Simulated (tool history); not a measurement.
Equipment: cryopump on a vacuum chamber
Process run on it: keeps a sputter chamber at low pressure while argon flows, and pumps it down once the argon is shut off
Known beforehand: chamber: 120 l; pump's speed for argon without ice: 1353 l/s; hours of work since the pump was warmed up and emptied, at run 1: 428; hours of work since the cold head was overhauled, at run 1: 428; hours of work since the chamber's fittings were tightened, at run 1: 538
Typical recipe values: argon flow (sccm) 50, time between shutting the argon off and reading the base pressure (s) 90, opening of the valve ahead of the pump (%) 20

run   hour  argon flow (sccm)  time between shutting the argon off and reading the base pressure (s)  opening of the valve ahead of the pump (%)  hours of work since the pump was warmed up and emptied  hours of work since the cold head was overhauled  hours of work since the chamber's fittings were tightened  pressure while argon flows (Pa)  pressure after the wait (uPa)
  1      0                 50                                                                     90                                          20                                                     428                                               428                                                        538                           0.3188                              1
  2   66.2                 50                                                                     90                                          20                                                     484                                               484                                                        594                           0.3182                           1.01
  3  152.5                 50                                                                     90                                          20                                                     557                                               557                                                        667                           0.3206                           1.13
     206.5  -- pump warmed up, emptied and cooled again
  4  251.7                 50                                                                     90                                          34                                                      38                                               637                                                        747                           0.1846                           1.01
  5  340.7                 50                                                                     25                                          20                                                     114                                               713                                                        823                           0.3126                           2.22
  6  406.9                 50                                                                     25                                          20                                                     170                                               769                                                        879                           0.3148                           2.22
  7  466.2                 54                                                                     38                                          26                                                     220                                               819                                                        929                           0.2641                            1.8
  8  512.8                 84                                                                     30                                          16                                                     260                                               859                                                        969                           0.6669                           2.07
  9    558                 22                                                                     90                                          20                                                     298                                               897                                                       1007                           0.1404                           1.22
 10  642.8                 45                                                                     49                                          18                                                     370                                               969                                                       1079                           0.3165                           1.65
 11  698.7                100                                                                     44                                          20                                                     418                                              1016                                                       1127                           0.6434                           1.77
 12  785.3                 50                                                                     57                                          25                                                     491                                              1090                                                       1200                            0.259                           1.68

Here are 4 independent what-if runs from the current tool condition. What would each one return?
  A  834.8                 92                                                                     72                                          33                                                     533                                              1132                                                       1242                                ?                              ?
  B  834.8                 51                                                                     90                                          41                                                     533                                              1132                                                       1242                                ?                              ?
  C  834.8                 50                                                                     57                                          21                                                     533                                              1132                                                       1242                                ?                              ?
  D  834.8                 50                                                                     57                                          57                                                     533                                              1132                                                       1242                                ?                              ?

run  pressure while argon flows (Pa)  pressure after the wait (uPa)
  A                            0.367                           1.58
  B                           0.1661                            1.4
  C                           0.3068                           1.63
  D                            0.119                           1.64
The same runs, with their run-to-run variation unchanged, on a tool lacking any hidden condition would have given:
run  pressure while argon flows (Pa)  pressure after the wait (uPa)
  A                           0.3485                           0.83
  B                           0.1559                           0.66
  C                           0.2968                           0.91
  D                            0.109                           0.92

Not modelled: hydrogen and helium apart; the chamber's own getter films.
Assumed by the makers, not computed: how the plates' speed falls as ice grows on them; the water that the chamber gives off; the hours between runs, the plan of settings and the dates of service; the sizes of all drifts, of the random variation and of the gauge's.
